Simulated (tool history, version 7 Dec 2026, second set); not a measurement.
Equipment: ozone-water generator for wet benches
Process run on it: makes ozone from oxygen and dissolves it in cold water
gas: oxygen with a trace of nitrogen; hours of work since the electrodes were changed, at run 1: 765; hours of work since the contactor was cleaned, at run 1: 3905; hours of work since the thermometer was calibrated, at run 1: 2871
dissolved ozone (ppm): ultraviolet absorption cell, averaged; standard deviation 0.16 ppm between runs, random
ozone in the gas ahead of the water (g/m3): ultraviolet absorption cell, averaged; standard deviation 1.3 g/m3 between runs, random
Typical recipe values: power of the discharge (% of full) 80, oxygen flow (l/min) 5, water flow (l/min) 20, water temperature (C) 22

run	hour	power of the discharge (% of full)	oxygen flow (l/min)	water flow (l/min)	water temperature (C)	hours of work since the electrodes were changed	hours of work since the contactor was cleaned	hours of work since the thermometer was calibrated	dissolved ozone (ppm)	ozone in the gas ahead of the water (g/m3)
1	0	80	5	20	22	765	3905	2871	20.3	234.8
2	48.1	80	5	20	21	809	3949	2915	20.6	234.9
3	97.4	80	5	20	22	854	3994	2960	20.6	233.8
4	150.8	80	5	20	22	903	4043	3009	20.4	236.4
5	189	80	5	20	22	938	4078	3044	20.2	231.5
6	230.4	80	5	20	22	976	4116	3082	20.6	233.7
7	261.4	80	5	20	22	1004	4145	3110	20.3	234.8
8	288.1	80	5	20	22	1029	4169	3135	20.1	234.9
9	339.3	80	5	20	22	1076	4216	3182	20.3	235.1
10	400.4	80	5	20	22	1132	4272	3238	20.5	233.9
11	442.4	80	5	20	22	1170	4311	3276	20.7	235.1
12	495.1	80	5	20	22	1218	4359	3324	20.4	233.7
13	541.2	80	5	20	22	1261	4401	3367	20.1	236.3
14	587.2	89	5	20	22	1303	4443	3409	22	258.5
15	620.4	80	5	20	22	1333	4474	3439	20.2	234.9
16	667.5	80	5	19	22	1377	4517	3483	21.1	235.3
17	699.8	55	5	30	22	1406	4546	3512	11	175.4
18	742.7	46	5	14	29	1445	4586	3551	14.8	150.2
19	768.1	46	5	30	18	1469	4609	3575	10	150.3
20	815.5	46	5	30	18	1512	4653	3618	9.7	150.1
21	876.2	46	5	30	18	1568	4708	3674	10	150.9
22	904.5	46	5	14	18	1594	4734	3700	17.8	151.1
23	952.5	46	5	15	14	1638	4778	3744	17.9	150.4
# hour 981.4: contactor cleaned
24	1010	46	5	15	14	1687	26	3793	17.8	152.5
25	1050.6	46	5	15	14	1724	64	3830	18.1	150
26	1078.5	46	5	15	14	1750	89	3856	18.2	151.6
27	1126.8	80	5	25	28	1794	133	3900	15.8	237.3
28	1183.2	80	5.31	30	28	1846	185	3952	13.7	232.3
29	1239.7	80	2.87	16	22	1898	237	4004	23.9	325.4
30	1276.2	80	2.87	16	22	1931	270	4037	24	325.4
31	1318.6	80	2.55	16	22	1970	309	4076	23.9	347.7
32	1350.6	89	5	14	22	1999	338	4105	28.5	260.3

4 ways to go on from here, each from the tool as it stands after run 32. What would each give?
A	1399	69	2.88	14	22	2044	383	4150	?	?
B	1399	63	3.1	20	22	2044	383	4150	?	?
C	1399	65	4.1	16	22	2044	383	4150	?	?
D	1399	89	5	14	14	2044	383	4150	?	?

run	dissolved ozone (ppm)	ozone in the gas ahead of the water (g/m3)
A	23.4	285.4
B	16.4	259
C	20.6	226.2
D	32.7	259.7
Had the tool no hidden state, the same runs would have come out as:
run	dissolved ozone (ppm)	ozone in the gas ahead of the water (g/m3)
A	23.4	278.6
B	16.4	252.8
C	20.6	220.9
D	32.7	253.5
